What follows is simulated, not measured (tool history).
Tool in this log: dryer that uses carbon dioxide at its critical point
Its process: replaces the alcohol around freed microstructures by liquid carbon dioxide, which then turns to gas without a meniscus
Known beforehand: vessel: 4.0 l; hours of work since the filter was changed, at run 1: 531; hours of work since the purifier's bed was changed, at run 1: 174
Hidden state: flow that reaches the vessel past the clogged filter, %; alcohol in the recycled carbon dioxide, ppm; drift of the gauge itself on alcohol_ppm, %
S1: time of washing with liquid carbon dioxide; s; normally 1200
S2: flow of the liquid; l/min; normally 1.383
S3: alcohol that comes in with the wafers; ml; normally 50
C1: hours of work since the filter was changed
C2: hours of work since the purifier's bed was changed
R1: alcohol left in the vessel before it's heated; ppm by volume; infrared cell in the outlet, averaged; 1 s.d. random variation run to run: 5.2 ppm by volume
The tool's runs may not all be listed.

run,day,S1,S2,S3,C1,C2,R1
1,0.000,1200,1.383,50,531,174,181
2,0.308,1200,1.383,89,534,178,290
3,0.517,1200,1.250,50,537,180,264
4,0.800,1200,1.540,50,540,183,135
5,1.092,1200,1.540,50,543,186,123
# day 1.571: inlet filter changed
6,1.571,1200,1.540,50,0,190,85
7,1.862,1200,1.540,50,3,193,88
8,2.079,1200,1.540,50,5,195,93
9,2.375,1200,1.540,50,8,198,88
10,2.650,1200,1.540,50,11,201,90
11,2.933,1200,1.440,50,14,204,116
12,3.204,1200,1.440,50,17,207,112
13,3.517,1200,1.440,50,20,210,113
14,3.883,1200,1.440,50,24,214,108
15,4.158,1260,2.310,110,27,217,53
16,4.433,1200,0.880,49,29,220,610
17,4.800,1200,0.880,49,33,223,593
18,5.208,1200,0.880,49,37,228,615
19,5.483,1200,1.383,26,40,230,99
20,5.788,1440,1.180,20,43,234,85
21,6.062,1680,1.020,34,46,236,113
22,6.400,1200,1.383,74,50,240,182
23,6.596,1020,2.340,24,52,242,49
24,6.892,1020,2.340,24,55,245,50
25,7.088,1020,2.310,100,57,247,73
26,7.404,900,2.180,62,60,250,97

Across each entry between runs, compare the hidden state at the last listed run before it with the hidden state at the first listed run after it:
In the gap between runs 5 and 6: inlet filter changed (day 1.571)
  flow that reaches the vessel past the clogged filter, %: 88.4 -> 99.7; alcohol in the recycled carbon dioxide, ppm: 41.2 -> 42
  measured less the result without the state, R1: +76 -> +37 ppm by volume

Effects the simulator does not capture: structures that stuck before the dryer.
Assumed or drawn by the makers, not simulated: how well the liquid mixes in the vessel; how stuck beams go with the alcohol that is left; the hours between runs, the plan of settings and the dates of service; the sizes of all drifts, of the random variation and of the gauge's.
